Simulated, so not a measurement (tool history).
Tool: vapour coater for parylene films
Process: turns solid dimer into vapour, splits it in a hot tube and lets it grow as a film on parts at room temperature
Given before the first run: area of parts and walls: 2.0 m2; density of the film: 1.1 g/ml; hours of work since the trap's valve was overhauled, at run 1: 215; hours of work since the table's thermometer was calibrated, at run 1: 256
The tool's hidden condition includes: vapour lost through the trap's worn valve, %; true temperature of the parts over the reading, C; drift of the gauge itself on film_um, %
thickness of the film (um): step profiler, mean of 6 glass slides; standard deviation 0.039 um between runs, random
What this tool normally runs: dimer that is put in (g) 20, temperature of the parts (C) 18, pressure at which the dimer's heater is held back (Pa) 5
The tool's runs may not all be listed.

run	hour	dimer that is put in (g)	temperature of the parts (C)	pressure at which the dimer's heater is held back (Pa)	hours of work since the trap's valve was overhauled	hours of work since the table's thermometer was calibrated	thickness of the film (um)
1	0	20	18	5	215	256	5.93
2	19	20	18	5	228	269	5.85
3	40.5	20	10	5	242	283	8.04
4	71	20	18	5	262	303	5.89
# hour 77.5: trap's valve overhauled
5	97	20	18	5	13	318	5.72
6	113.1	11	18	5	23	328	3.15
# hour 130.2: trap's valve overhauled, once more
7	135.5	28	20	3.32	4	340	8.58
8	155.4	28	20	3.32	17	353	8.47
9	182.4	12	18	5	34	371	3.8
10	202.1	17	15	2.62	47	384	6.36
11	222.2	19	22	7.61	61	397	4.87

5 ways to go on from here, each from the tool as it stands after run 11. What would each give?
A	255.1	11	18	3.32	82	419	?
B	255.1	19	18	5	82	419	?
C	255.1	20	13	5	82	419	?
D	255.1	19	22	10.61	82	419	?
E	255.1	20	20	5	82	419	?

run	thickness of the film (um)
A	3.53
B	5.91
C	7.56
D	4.76
E	5.77
Had the tool no hidden state, the same runs would have come out as:
run	thickness of the film (um)
A	3.62
B	6.06
C	7.76
D	4.89
E	5.91
